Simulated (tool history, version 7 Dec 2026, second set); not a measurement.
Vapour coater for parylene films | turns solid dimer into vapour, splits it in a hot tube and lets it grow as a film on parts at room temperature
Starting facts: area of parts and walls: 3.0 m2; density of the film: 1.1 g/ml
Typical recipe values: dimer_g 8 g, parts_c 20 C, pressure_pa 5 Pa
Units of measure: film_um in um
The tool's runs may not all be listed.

run 1 hour=0 | dimer_g=8 parts_c=20 pressure_pa=5 | film_um=1.27
run 2 hour=32.3 | dimer_g=8 parts_c=20 pressure_pa=5 | film_um=1.25
run 3 hour=75.8 | dimer_g=4 parts_c=20 pressure_pa=5 | film_um=0.66
run 4 hour=105.8 | dimer_g=8 parts_c=20 pressure_pa=5 | film_um=1.25
run 5 hour=150.5 | dimer_g=8 parts_c=20 pressure_pa=5 | film_um=1.24
run 6 hour=207.3 | dimer_g=8 parts_c=20 pressure_pa=5 | film_um=1.25
run 7 hour=270.7 | dimer_g=8 parts_c=20 pressure_pa=5 | film_um=1.24
run 8 hour=319.2 | dimer_g=8 parts_c=20 pressure_pa=5 | film_um=1.22
run 9 hour=369.5 | dimer_g=8 parts_c=12 pressure_pa=5 | film_um=1.4
-- hour=409.6 trap's valve overhauled
run 10 hour=424.4 | dimer_g=8 parts_c=12 pressure_pa=5 | film_um=1.55
run 11 hour=468.8 | dimer_g=8 parts_c=20 pressure_pa=5 | film_um=1.34
run 12 hour=517.3 | dimer_g=8 parts_c=20 pressure_pa=5 | film_um=1.32
run 13 hour=569.7 | dimer_g=8 parts_c=20 pressure_pa=5 | film_um=1.3
run 14 hour=637 | dimer_g=8 parts_c=20 pressure_pa=9.74 | film_um=1.22
run 15 hour=685.2 | dimer_g=8 parts_c=20 pressure_pa=5 | film_um=1.27
run 16 hour=746.2 | dimer_g=8 parts_c=20 pressure_pa=5 | film_um=1.27
run 17 hour=803 | dimer_g=8 parts_c=20 pressure_pa=6.67 | film_um=1.24
run 18 hour=850.2 | dimer_g=8 parts_c=20 pressure_pa=6.67 | film_um=1.23
run 19 hour=917.9 | dimer_g=8 parts_c=20 pressure_pa=6.67 | film_um=1.23
run 20 hour=961.3 | dimer_g=8 parts_c=20 pressure_pa=6.67 | film_um=1.21
run 21 hour=1026.1 | dimer_g=8 parts_c=20 pressure_pa=9.63 | film_um=1.15
run 22 hour=1064.2 | dimer_g=10 parts_c=16 pressure_pa=11.56 | film_um=1.53
run 23 hour=1099.2 | dimer_g=11 parts_c=13 pressure_pa=5 | film_um=1.93
run 24 hour=1140.1 | dimer_g=13 parts_c=13 pressure_pa=2.48 | film_um=2.44

The next listed run, before its measurement:
run 25 hour=1170.1 | dimer_g=8 parts_c=22 pressure_pa=4.75 | film_um=?

film_um: 1.18 um
Minus the tool's unlogged condition, the same run would have read film_um 1.28 um.
